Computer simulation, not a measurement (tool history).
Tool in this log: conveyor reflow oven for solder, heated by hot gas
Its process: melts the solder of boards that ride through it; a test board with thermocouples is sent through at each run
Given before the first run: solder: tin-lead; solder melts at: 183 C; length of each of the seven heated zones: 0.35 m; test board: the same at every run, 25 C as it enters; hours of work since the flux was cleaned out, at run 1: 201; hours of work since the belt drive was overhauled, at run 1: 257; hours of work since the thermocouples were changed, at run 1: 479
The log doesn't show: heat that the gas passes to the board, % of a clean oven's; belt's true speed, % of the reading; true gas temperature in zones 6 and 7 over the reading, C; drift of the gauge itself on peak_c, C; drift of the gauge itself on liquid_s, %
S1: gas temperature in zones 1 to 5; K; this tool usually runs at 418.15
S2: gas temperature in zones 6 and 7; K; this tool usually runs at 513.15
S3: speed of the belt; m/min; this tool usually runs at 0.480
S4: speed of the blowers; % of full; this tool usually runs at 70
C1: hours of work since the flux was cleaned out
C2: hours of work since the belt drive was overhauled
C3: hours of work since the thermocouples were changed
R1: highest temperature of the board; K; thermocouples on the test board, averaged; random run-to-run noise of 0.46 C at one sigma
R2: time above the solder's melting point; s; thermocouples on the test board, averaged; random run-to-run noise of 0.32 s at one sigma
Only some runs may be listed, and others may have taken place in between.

Run 1, hour 0.0: usual settings; C1 201; C2 257; C3 479. Result: R1 498.65 K, R2 74.2 s.
Run 2, hour 44.4: usual settings but S3 0.483 m/min; C1 225; C2 281; C3 503. Result: R1 497.55 K, R2 74.6 s.
Run 3, hour 75.5: usual settings but S3 0.483 m/min; C1 242; C2 298; C3 520. Result: R1 498.25 K, R2 74.2 s.
Run 4, hour 127.6: usual settings; C1 270; C2 326; C3 548. Result: R1 497.55 K, R2 74.7 s.
Run 5, hour 161.3: usual settings; C1 288; C2 344; C3 566. Result: R1 498.15 K, R2 74.9 s.
Run 6, hour 209.9: usual settings; C1 314; C2 371; C3 592. Result: R1 498.35 K, R2 74.1 s.
Run 7, hour 246.7: usual settings; C1 334; C2 391; C3 612. Result: R1 498.55 K, R2 74.9 s.
Run 8, hour 294.4: usual settings; C1 360; C2 416; C3 638. Result: R1 498.35 K, R2 75.0 s.
At hour 322.2: flux residue cleaned out of gas plates and filters.
Run 9, hour 340.1: usual settings; C1 10; C2 439; C3 660. Result: R1 497.95 K, R2 74.6 s.
Run 10, hour 381.1: usual settings; C1 32; C2 461; C3 682. Result: R1 497.65 K, R2 75.1 s.
Run 11, hour 419.8: usual settings; C1 53; C2 482; C3 703. Result: R1 498.15 K, R2 74.4 s.
Run 12, hour 455.2: usual settings; C1 72; C2 501; C3 722. Result: R1 498.05 K, R2 74.0 s.
Run 13, hour 514.4: usual settings but S4 63 % of full; C1 104; C2 533; C3 754. Result: R1 496.25 K, R2 73.3 s.
Run 14, hour 542.0: usual settings but S4 63 % of full; C1 119; C2 548; C3 769. Result: R1 496.35 K, R2 73.5 s.
Run 15, hour 580.1: usual settings but S4 63 % of full; C1 140; C2 568; C3 790. Result: R1 496.65 K, R2 72.9 s.
Run 16, hour 615.6: usual settings but S3 0.572 m/min; C1 159; C2 588; C3 809. Result: R1 491.95 K, R2 58.3 s.
Run 17, hour 659.9: usual settings but S2 509.15 K, S3 0.572 m/min; C1 183; C2 612; C3 833. Result: R1 488.85 K, R2 55.7 s.
Run 18, hour 689.8: usual settings but S2 509.15 K, S3 0.572 m/min; C1 199; C2 628; C3 849. Result: R1 489.25 K, R2 56.3 s.
Run 19, hour 730.8: usual settings but S2 509.15 K, S3 0.572 m/min; C1 221; C2 650; C3 872. Result: R1 489.15 K, R2 55.7 s.
Run 20, hour 766.4: usual settings but S2 509.15 K, S3 0.572 m/min, S4 57 % of full; C1 240; C2 669; C3 891. Result: R1 484.95 K, R2 51.4 s.
Run 21, hour 812.7: usual settings but S1 405.15 K, S2 520.15 K, S3 0.520 m/min, S4 89 % of full; C1 266; C2 694; C3 916. Result: R1 503.45 K, R2 67.7 s.
Run 22, hour 837.8: usual settings but S2 516.15 K, S3 0.544 m/min; C1 279; C2 708; C3 930. Result: R1 496.95 K, R2 64.5 s.
Run 23, hour 869.8: usual settings but S2 510.15 K; C1 296; C2 725; C3 947. Result: R1 494.95 K, R2 72.8 s.
Run 24, hour 919.3: usual settings but S3 0.387 m/min; C1 323; C2 752; C3 974. Result: R1 503.45 K, R2 97.6 s.
Run 25, hour 947.9: usual settings but S3 0.410 m/min; C1 339; C2 768; C3 989. Result: R1 502.55 K, R2 91.0 s.
Run 26, hour 1002.7: usual settings but S2 514.15 K; C1 368; C2 797; C3 1019. Result: R1 499.15 K, R2 75.1 s.
At hour 1016.5: flux residue cleaned out of gas plates and filters.
Run 27, hour 1038.0: usual settings but S1 410.15 K, S2 522.15 K, S3 0.454 m/min; C1 12; C2 814; C3 1035. Result: R1 507.75 K, R2 81.5 s.
Run 28, hour 1062.7: usual settings but S1 432.15 K, S3 0.516 m/min, S4 62 % of full; C1 25; C2 827; C3 1049. Result: R1 496.65 K, R2 74.5 s.
Run 29, hour 1100.1: usual settings but S1 432.15 K, S3 0.516 m/min, S4 62 % of full; C1 45; C2 847; C3 1069. Result: R1 496.15 K, R2 74.4 s.
Run 30, hour 1150.4: usual settings but S2 502.15 K, S3 0.382 m/min; C1 72; C2 874; C3 1096. Result: R1 493.65 K, R2 91.8 s.
Run 31, hour 1185.3: usual settings but S1 426.15 K, S2 506.15 K, S3 0.406 m/min; C1 91; C2 893; C3 1115. Result: R1 496.95 K, R2 93.0 s.

Hidden state at the last listed run before each entry between runs and at the first one after, where it differs:
After run 8, before run 9: flux residue cleaned out of gas plates and filters (hour 322.2)
  heat that the gas passes to the board, % of a clean oven's: 99.3 -> 100
After run 26, before run 27: flux residue cleaned out of gas plates and filters (hour 1016.5)
  heat that the gas passes to the board, % of a clean oven's: 99.3 -> 100

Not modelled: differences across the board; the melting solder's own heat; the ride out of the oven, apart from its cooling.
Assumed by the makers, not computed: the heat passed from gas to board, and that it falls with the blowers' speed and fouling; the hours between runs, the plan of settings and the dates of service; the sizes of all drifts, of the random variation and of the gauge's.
